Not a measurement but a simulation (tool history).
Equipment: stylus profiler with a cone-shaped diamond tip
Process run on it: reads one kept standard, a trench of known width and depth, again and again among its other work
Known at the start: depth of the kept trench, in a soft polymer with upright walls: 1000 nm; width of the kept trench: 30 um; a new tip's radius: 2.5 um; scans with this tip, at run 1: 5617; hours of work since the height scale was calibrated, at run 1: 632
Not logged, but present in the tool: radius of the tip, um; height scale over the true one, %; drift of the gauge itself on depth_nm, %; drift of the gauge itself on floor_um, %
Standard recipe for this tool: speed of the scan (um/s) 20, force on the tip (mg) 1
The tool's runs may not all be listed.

run	day	speed of the scan (um/s)	force on the tip (mg)	scans with this tip	hours of work since the height scale was calibrated	depth of the trench (angstrom)	width of the trench's floor (um)
1	0	20	1	5617	632	10080.2	24.03
2	1.092	20	1	5740	646	10079.4	24.04
3	2.154	20	0.43	5859	659	10060.5	23.82
4	3.35	20	0.43	5994	674	10056.2	23.82
5	3.938	20	0.43	6060	682	10059	23.83
# day 4.033: height scale calibrated on a step standard
6	4.85	20	0.43	6160	10	10068.3	23.85
7	5.625	5	0.43	6247	20	10066.3	23.92
8	6.825	62	1	6382	35	10086.4	23.44
9	7.612	62	1.17	6471	45	10095.1	23.43
# day 7.829: height scale calibrated on a step standard, once more
10	8.308	62	1.17	6547	6	10061.1	23.45
11	9.396	62	1.17	6669	20	10059.6	23.42
12	10.454	20	0.37	6788	33	10028.5	23.57
13	11.708	20	0.37	6929	49	10026.3	23.55

Predict each of these 3 candidate next runs independently; none follows another, all start after run 13:
A	12.329	17	0.81	6999	57	?	?
B	12.329	20	0.95	6999	57	?	?
C	12.329	16	0.33	6999	57	?	?

run	depth of the trench (angstrom)	width of the trench's floor (um)
A	10046.8	23.66
B	10051.8	23.59
C	10024.8	23.55
The same runs, with their run-to-run variation unchanged, on a tool lacking any hidden condition would have given:
run	depth of the trench (angstrom)	width of the trench's floor (um)
A	10042.4	25.87
B	10047.3	25.8
C	10020.3	25.75
